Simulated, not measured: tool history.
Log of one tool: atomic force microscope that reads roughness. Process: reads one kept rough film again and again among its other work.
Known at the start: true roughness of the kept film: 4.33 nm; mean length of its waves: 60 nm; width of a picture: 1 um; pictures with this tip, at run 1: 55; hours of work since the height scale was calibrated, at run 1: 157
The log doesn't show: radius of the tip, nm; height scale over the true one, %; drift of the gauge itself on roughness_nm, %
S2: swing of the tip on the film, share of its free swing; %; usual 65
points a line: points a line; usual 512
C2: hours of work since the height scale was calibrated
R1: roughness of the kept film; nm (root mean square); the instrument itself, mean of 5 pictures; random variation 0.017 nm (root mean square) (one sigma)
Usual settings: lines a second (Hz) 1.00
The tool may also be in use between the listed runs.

{"run": 1, "hour": 0.0, "lines a second (Hz)": 1.0, "S2": 65, "points a line": 512, "pictures with this tip": 55, "C2": 157, "R1": 3.999}
{"run": 2, "hour": 21.6, "lines a second (Hz)": 1.0, "S2": 65, "points a line": 327, "pictures with this tip": 85, "C2": 167, "R1": 3.896}
{"run": 3, "hour": 34.8, "lines a second (Hz)": 1.0, "S2": 65, "points a line": 512, "pictures with this tip": 103, "C2": 173, "R1": 3.902}
{"hour": 39.7, "done": "new tip fitted"}
{"run": 4, "hour": 58.7, "lines a second (Hz)": 1.0, "S2": 65, "points a line": 512, "pictures with this tip": 26, "C2": 184, "R1": 4.054}
{"run": 5, "hour": 72.7, "lines a second (Hz)": 2.43, "S2": 65, "points a line": 512, "pictures with this tip": 46, "C2": 190, "R1": 3.876}
{"run": 6, "hour": 90.2, "lines a second (Hz)": 3.45, "S2": 65, "points a line": 512, "pictures with this tip": 70, "C2": 198, "R1": 3.763}
{"run": 7, "hour": 112.3, "lines a second (Hz)": 3.45, "S2": 65, "points a line": 512, "pictures with this tip": 100, "C2": 208, "R1": 3.665}
{"hour": 119.1, "done": "new tip fitted"}
{"run": 8, "hour": 134.3, "lines a second (Hz)": 3.45, "S2": 65, "points a line": 512, "pictures with this tip": 21, "C2": 218, "R1": 3.839}
{"run": 9, "hour": 147.3, "lines a second (Hz)": 3.45, "S2": 65, "points a line": 512, "pictures with this tip": 39, "C2": 224, "R1": 3.828}
{"run": 10, "hour": 163.1, "lines a second (Hz)": 1.0, "S2": 65, "points a line": 512, "pictures with this tip": 61, "C2": 232, "R1": 3.97}
{"run": 11, "hour": 176.0, "lines a second (Hz)": 1.0, "S2": 65, "points a line": 512, "pictures with this tip": 79, "C2": 238, "R1": 3.932}
{"hour": 196.9, "done": "new tip fitted"}
{"run": 12, "hour": 198.2, "lines a second (Hz)": 1.0, "S2": 65, "points a line": 512, "pictures with this tip": 2, "C2": 248, "R1": 4.134}
{"run": 13, "hour": 215.8, "lines a second (Hz)": 1.0, "S2": 65, "points a line": 512, "pictures with this tip": 26, "C2": 256, "R1": 4.038}
{"run": 14, "hour": 235.4, "lines a second (Hz)": 1.0, "S2": 65, "points a line": 512, "pictures with this tip": 53, "C2": 265, "R1": 3.993}
{"run": 15, "hour": 253.7, "lines a second (Hz)": 1.0, "S2": 65, "points a line": 512, "pictures with this tip": 79, "C2": 273, "R1": 3.912}
{"run": 16, "hour": 265.1, "lines a second (Hz)": 1.0, "S2": 65, "points a line": 512, "pictures with this tip": 95, "C2": 278, "R1": 3.88}
{"hour": 274.6, "done": "new tip fitted"}
{"run": 17, "hour": 276.4, "lines a second (Hz)": 1.0, "S2": 61, "points a line": 512, "pictures with this tip": 3, "C2": 283, "R1": 4.138}
{"run": 18, "hour": 300.6, "lines a second (Hz)": 1.0, "S2": 65, "points a line": 512, "pictures with this tip": 36, "C2": 294, "R1": 4.031}
{"run": 19, "hour": 319.0, "lines a second (Hz)": 1.0, "S2": 65, "points a line": 512, "pictures with this tip": 62, "C2": 303, "R1": 3.986}
{"run": 20, "hour": 342.4, "lines a second (Hz)": 1.0, "S2": 65, "points a line": 512, "pictures with this tip": 94, "C2": 314, "R1": 3.881}
{"hour": 354.1, "done": "new tip fitted"}
{"run": 21, "hour": 355.7, "lines a second (Hz)": 1.0, "S2": 65, "points a line": 512, "pictures with this tip": 3, "C2": 320, "R1": 4.15}
{"run": 22, "hour": 376.1, "lines a second (Hz)": 0.64, "S2": 65, "points a line": 512, "pictures with this tip": 31, "C2": 329, "R1": 4.076}
{"run": 23, "hour": 395.3, "lines a second (Hz)": 1.0, "S2": 65, "points a line": 512, "pictures with this tip": 58, "C2": 338, "R1": 3.951}
{"run": 24, "hour": 408.2, "lines a second (Hz)": 1.0, "S2": 65, "points a line": 512, "pictures with this tip": 75, "C2": 344, "R1": 3.954}
{"hour": 432.0, "done": "new tip fitted"}
{"run": 25, "hour": 432.1, "lines a second (Hz)": 1.0, "S2": 65, "points a line": 512, "pictures with this tip": 0, "C2": 355, "R1": 4.154}
{"run": 26, "hour": 444.6, "lines a second (Hz)": 1.0, "S2": 65, "points a line": 512, "pictures with this tip": 17, "C2": 360, "R1": 4.1}
{"run": 27, "hour": 458.2, "lines a second (Hz)": 1.0, "S2": 65, "points a line": 852, "pictures with this tip": 36, "C2": 367, "R1": 4.056}
{"run": 28, "hour": 479.3, "lines a second (Hz)": 3.96, "S2": 78, "points a line": 512, "pictures with this tip": 65, "C2": 376, "R1": 3.441}
{"run": 29, "hour": 489.4, "lines a second (Hz)": 1.8, "S2": 83, "points a line": 512, "pictures with this tip": 79, "C2": 381, "R1": 3.629}
{"run": 30, "hour": 507.2, "lines a second (Hz)": 1.33, "S2": 65, "points a line": 512, "pictures with this tip": 104, "C2": 389, "R1": 3.85}
{"hour": 511.1, "done": "new tip fitted"}
{"run": 31, "hour": 523.0, "lines a second (Hz)": 1.0, "S2": 56, "points a line": 525, "pictures with this tip": 17, "C2": 396, "R1": 4.096}
{"run": 32, "hour": 540.8, "lines a second (Hz)": 0.5, "S2": 82, "points a line": 449, "pictures with this tip": 42, "C2": 404, "R1": 4.011}
{"run": 33, "hour": 564.0, "lines a second (Hz)": 2.64, "S2": 56, "points a line": 449, "pictures with this tip": 74, "C2": 415, "R1": 3.888}
{"run": 34, "hour": 585.7, "lines a second (Hz)": 3.88, "S2": 60, "points a line": 449, "pictures with this tip": 104, "C2": 425, "R1": 3.772}
{"hour": 588.9, "done": "new tip fitted"}
{"run": 35, "hour": 604.3, "lines a second (Hz)": 1.41, "S2": 78, "points a line": 312, "pictures with this tip": 22, "C2": 434, "R1": 3.884}
{"hour": 606.4, "done": "height scale calibrated on a step standard"}
{"run": 36, "hour": 618.4, "lines a second (Hz)": 0.9, "S2": 65, "points a line": 312, "pictures with this tip": 40, "C2": 6, "R1": 4.073}
{"run": 37, "hour": 632.7, "lines a second (Hz)": 0.53, "S2": 84, "points a line": 853, "pictures with this tip": 60, "C2": 12, "R1": 3.962}
{"run": 38, "hour": 650.8, "lines a second (Hz)": 1.0, "S2": 64, "points a line": 512, "pictures with this tip": 85, "C2": 20, "R1": 3.961}
{"hour": 667.0, "done": "new tip fitted"}
{"run": 39, "hour": 667.0, "lines a second (Hz)": 0.89, "S2": 65, "points a line": 337, "pictures with this tip": 0, "C2": 28, "R1": 4.16}
{"hour": 682.1, "done": "height scale calibrated on a step standard, once more"}
{"run": 40, "hour": 683.6, "lines a second (Hz)": 0.89, "S2": 65, "points a line": 337, "pictures with this tip": 21, "C2": 1, "R1": 4.053}
{"run": 41, "hour": 698.3, "lines a second (Hz)": 0.56, "S2": 61, "points a line": 512, "pictures with this tip": 41, "C2": 7, "R1": 4.028}
{"run": 42, "hour": 712.6, "lines a second (Hz)": 0.56, "S2": 69, "points a line": 486, "pictures with this tip": 61, "C2": 14, "R1": 3.953}
{"run": 43, "hour": 725.1, "lines a second (Hz)": 2.33, "S2": 65, "points a line": 543, "pictures with this tip": 79, "C2": 20, "R1": 3.786}
{"run": 44, "hour": 742.6, "lines a second (Hz)": 2.02, "S2": 62, "points a line": 417, "pictures with this tip": 103, "C2": 28, "R1": 3.774}
{"hour": 746.6, "done": "new tip fitted"}
{"run": 45, "hour": 760.0, "lines a second (Hz)": 2.02, "S2": 62, "points a line": 417, "pictures with this tip": 18, "C2": 36, "R1": 3.989}
{"run": 46, "hour": 782.0, "lines a second (Hz)": 0.64, "S2": 89, "points a line": 315, "pictures with this tip": 49, "C2": 46, "R1": 3.868}
{"run": 47, "hour": 803.7, "lines a second (Hz)": 3.1, "S2": 56, "points a line": 256, "pictures with this tip": 79, "C2": 56, "R1": 3.867}
{"hour": 824.3, "done": "new tip fitted"}
{"run": 48, "hour": 826.5, "lines a second (Hz)": 3.1, "S2": 56, "points a line": 370, "pictures with this tip": 3, "C2": 66, "R1": 4.009}
{"run": 49, "hour": 847.3, "lines a second (Hz)": 1.44, "S2": 75, "points a line": 277, "pictures with this tip": 31, "C2": 76, "R1": 3.885}
{"run": 50, "hour": 868.8, "lines a second (Hz)": 0.59, "S2": 64, "points a line": 844, "pictures with this tip": 61, "C2": 86, "R1": 4.043}

Forecast each of these 3 alternatives for the next run:
{"run": "A", "hour": 879.3, "lines a second (Hz)": 1.4, "S2": 64, "points a line": 615, "pictures with this tip": 76, "C2": 90, "R1": "?"}
{"run": "B", "hour": 879.3, "lines a second (Hz)": 1.0, "S2": 71, "points a line": 258, "pictures with this tip": 76, "C2": 90, "R1": "?"}
{"run": "C", "hour": 879.3, "lines a second (Hz)": 2.9, "S2": 82, "points a line": 338, "pictures with this tip": 76, "C2": 90, "R1": "?"}

run=A R1=3.916
run=B R1=3.877
run=C R1=3.465
Without the tool's hidden state the same runs would have given:
run=A R1=4.080
run=B R1=4.039
run=C R1=3.610

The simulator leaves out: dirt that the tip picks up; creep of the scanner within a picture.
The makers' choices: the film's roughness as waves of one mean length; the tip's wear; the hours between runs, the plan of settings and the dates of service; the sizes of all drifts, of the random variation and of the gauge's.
